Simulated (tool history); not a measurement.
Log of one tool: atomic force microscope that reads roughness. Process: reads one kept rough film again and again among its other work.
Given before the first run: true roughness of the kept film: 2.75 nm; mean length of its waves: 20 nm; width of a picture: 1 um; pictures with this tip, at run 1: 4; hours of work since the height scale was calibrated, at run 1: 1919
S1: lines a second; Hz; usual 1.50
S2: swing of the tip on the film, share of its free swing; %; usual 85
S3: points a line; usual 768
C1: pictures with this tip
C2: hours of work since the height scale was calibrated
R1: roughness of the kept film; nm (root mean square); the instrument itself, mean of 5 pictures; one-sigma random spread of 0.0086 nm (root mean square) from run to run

run,hour,S1,S2,S3,C1,C2,R1
1,0.0,1.50,85,768,4,1919,1.844
# hour 48.1: new tip fitted
2,61.0,1.50,56,768,34,1965,2.024
# hour 95.1: new tip fitted
3,95.1,1.50,85,768,0,1991,1.858
# hour 142.3: new tip fitted
4,144.4,1.50,85,768,6,2028,1.835
5,171.6,1.50,56,768,78,2049,1.941
# hour 190.8: new tip fitted
6,223.6,1.50,56,768,88,2088,1.894
# hour 239.2: new tip fitted
7,267.7,0.96,56,768,76,2121,2.003
# hour 288.2: new tip fitted
8,301.4,1.33,56,768,36,2147,2.086
# hour 335.1: new tip fitted
9,362.1,0.93,85,768,73,2193,1.778
# hour 382.7: new tip fitted
10,418.0,0.93,85,768,94,2235,1.754
# hour 434.2: new tip fitted
11,447.1,0.93,85,768,35,2257,1.898
# hour 485.0: new tip fitted
12,504.8,1.50,72,768,52,2300,1.867
# hour 533.0: new tip fitted
13,538.9,1.50,86,768,15,2326,1.787
# hour 580.9: new tip fitted
14,585.3,1.50,86,768,12,2361,1.822
# hour 631.6: new tip fitted
15,637.3,1.50,85,768,16,2401,1.802
# hour 679.5: new tip fitted
16,680.8,1.50,61,768,3,2433,2.119
17,710.1,3.36,61,768,81,2456,1.802
# hour 727.9: new tip fitted
18,743.7,3.36,61,768,42,2481,1.860
# hour 776.0: new tip fitted
19,784.4,3.36,61,768,22,2512,1.929
# hour 823.0: new tip fitted
20,823.0,3.36,60,840,0,2541,2.000
21,866.6,3.36,84,344,116,2574,1.287
# hour 870.3: new tip fitted
22,906.1,0.75,85,258,95,2604,1.705
# hour 919.6: new tip fitted
# hour 920.6: height scale calibrated on a step standard
23,963.7,1.50,68,770,115,33,1.797
# hour 971.3: new tip fitted
# hour 1017.8: new tip fitted
24,1024.3,1.50,68,770,17,78,2.028
# hour 1067.8: new tip fitted
25,1079.3,1.50,68,770,31,120,1.984
26,1106.0,1.50,68,770,102,140,1.820
# hour 1118.1: new tip fitted
27,1154.4,0.97,79,768,97,177,1.818
# hour 1167.1: new tip fitted
# hour 1216.7: new tip fitted
28,1217.0,1.02,62,509,1,224,2.161
29,1258.3,1.02,62,509,111,255,1.870
# hour 1263.7: new tip fitted
30,1299.6,1.02,62,509,96,287,1.925
# hour 1311.4: new tip fitted
31,1339.4,0.59,79,690,75,317,1.907
# hour 1359.4: new tip fitted
32,1383.9,0.59,79,690,65,350,1.945
# hour 1408.2: new tip fitted
33,1443.1,0.59,79,690,93,395,1.869
# hour 1455.4: new tip fitted
34,1495.9,1.15,85,768,108,435,1.645
# hour 1504.2: new tip fitted
# hour 1554.2: new tip fitted
35,1554.6,1.50,69,770,1,479,2.093
# hour 1603.5: new tip fitted
36,1615.4,0.69,69,770,32,525,2.056
37,1643.0,2.03,80,297,106,546,1.549

Some steps in R1, run to run, broken into two amounts with sign: the step expected even without the hidden condition (settings, incoming material, random variation), and the rest, left for the hidden condition together with whatever gauge scatter is not in both the measured and the hidden-condition-free result:
Unlogged tool condition in this case: radius of the tip, nm; height scale over the true one, %; drift of the gauge itself on roughness_nm, %.
Run 20 -> 21: S2 60 -> 84, S3 840 -> 344. R1 -0.713 nm (root mean square): hidden state -0.212, all else -0.501.
Run 23 -> 24: new tip fitted, new tip fitted. R1 +0.231 nm (root mean square): hidden state +0.247, all else -0.016.
Run 28 -> 29: no setting touched and nothing written in the log between the runs. R1 -0.291 nm (root mean square): hidden state -0.300, all else +0.009.
Run 34 -> 35: S1 1.15 -> 1.50, S2 85 -> 69, S3 768 -> 770, new tip fitted, new tip fitted. R1 +0.448 nm (root mean square): hidden state +0.300, all else +0.148.
Run 36 -> 37: S1 0.69 -> 2.03, S2 69 -> 80, S3 770 -> 297. R1 -0.507 nm (root mean square): hidden state -0.127, all else -0.380.

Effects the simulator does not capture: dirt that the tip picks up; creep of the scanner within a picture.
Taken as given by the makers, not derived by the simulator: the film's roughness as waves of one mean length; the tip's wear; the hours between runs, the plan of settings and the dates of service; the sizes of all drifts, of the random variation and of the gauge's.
